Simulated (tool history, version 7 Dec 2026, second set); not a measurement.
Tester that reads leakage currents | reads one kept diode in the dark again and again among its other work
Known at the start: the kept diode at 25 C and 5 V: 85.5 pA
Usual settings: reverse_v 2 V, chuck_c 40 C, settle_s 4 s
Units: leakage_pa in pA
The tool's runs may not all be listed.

run	hour	reverse_v	chuck_c	settle_s	leakage_pa
1	0	2	40	4	197.72
2	22.3	2	40	4	198.13
3	46.7	2	40	4	198.71
4	74.1	2	40	4	197.21
5	117.3	2	40	4	197.57
6	141.2	2	40	4	198
7	190.4	2	28	4	68.58
8	222.6	2	28	4	68.37
9	269.7	2	40	4	197.69
10	303.3	2	40	4	198.6
11	348.6	8.14	26	2.03	123.38
12	375.2	10.07	54	6.23	1499.13
13	405.6	10.07	54	6.23	1497.53
14	431.7	10.07	28	6.23	166.33
15	467	10.07	28	6.23	166.83
16	504.2	2	25	0.75	52.22
17	541.3	2	30	7.88	82.33

Forecast each of these 3 alternatives for the next run:
A	583.6	2	20	4	?
B	583.6	2.72	40	4	?
C	583.6	2	29	1.4	?

run	leakage_pa
A	32.31
B	233.76
C	75.03
Without the tool's hidden state the same runs would have given:
run	leakage_pa
A	32.24
B	233.36
C	74.89
